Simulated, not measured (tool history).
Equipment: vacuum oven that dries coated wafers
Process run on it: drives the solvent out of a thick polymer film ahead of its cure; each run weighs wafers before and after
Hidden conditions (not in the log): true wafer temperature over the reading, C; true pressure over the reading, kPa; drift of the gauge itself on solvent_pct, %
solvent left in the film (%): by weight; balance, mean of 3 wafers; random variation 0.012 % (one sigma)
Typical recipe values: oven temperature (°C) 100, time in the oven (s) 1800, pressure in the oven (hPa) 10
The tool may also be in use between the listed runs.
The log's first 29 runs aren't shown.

| run | hour | oven temperature (°C) | time in the oven (s) | pressure in the oven (hPa) | hours of work since the thermocouples were calibrated | hours of work since the vacuum gauge was cleaned of residue | solvent left in the film (%) |
|---|---|---|---|---|---|---|---|
| 30 | 487.7 | 100 | 1800 | 11.8 | 34 | 478 | 1.72 |
| 31 | 497.5 | 102 | 1020 | 5.9 | 38 | 482 | 3.17 |
| 32 | 515.8 | 101 | 960 | 11 | 47 | 491 | 3.91 |
| 33 | 526.8 | 91 | 1440 | 9.9 | 52 | 496 | 4.19 |
| 34 | 547.8 | 91 | 1440 | 9.9 | 62 | 506 | 4.19 |
| 35 | 560.5 | 92 | 1080 | 5.6 | 69 | 512 | 5.13 |
| 36 | 570.6 | 114 | 2880 | 9.4 | 73 | 517 | 0.38 |
| 37 | 589.2 | 111 | 900 | 10 | 82 | 526 | 2.24 |
| 38 | 611.3 | 111 | 900 | 10 | 93 | 537 | 2.24 |
| 39 | 625.6 | 111 | 900 | 10 | 100 | 544 | 2.22 |
| 40 | 642.4 | 97 | 3240 | 10 | 108 | 552 | 0.93 |
| 41 | 661.1 | 97 | 1080 | 6.2 | 117 | 561 | 4.03 |
| 42 | 682.6 | 92 | 2160 | 18.8 | 127 | 571 | 2.95 |
| 43 | 699.4 | 100 | 1800 | 10 | 135 | 579 | 1.63 |
| 44 | 715.8 | 112 | 1020 | 10 | 143 | 587 | 1.67 |
| 45 | 735.4 | 112 | 1020 | 10 | 152 | 596 | 1.7 |
| 46 | 757.7 | 112 | 1020 | 10 | 163 | 607 | 1.68 |

Here are 3 independent what-if runs from the current tool condition. What would each one return?
| A | 772 | 100 | 2700 | 10 | 170 | 614 | ? |
| B | 772 | 112 | 1800 | 15.9 | 170 | 614 | ? |
| C | 772 | 100 | 1020 | 10 | 170 | 614 | ? |

| run | solvent left in the film (%) |
|---|---|
| A | 0.88 |
| B | 0.81 |
| C | 3.82 |
With the hidden condition removed and each run's random variation left untouched, the same runs would have given:
| run | solvent left in the film (%) |
|---|---|
| A | 0.85 |
| B | 0.8 |
| C | 3.84 |

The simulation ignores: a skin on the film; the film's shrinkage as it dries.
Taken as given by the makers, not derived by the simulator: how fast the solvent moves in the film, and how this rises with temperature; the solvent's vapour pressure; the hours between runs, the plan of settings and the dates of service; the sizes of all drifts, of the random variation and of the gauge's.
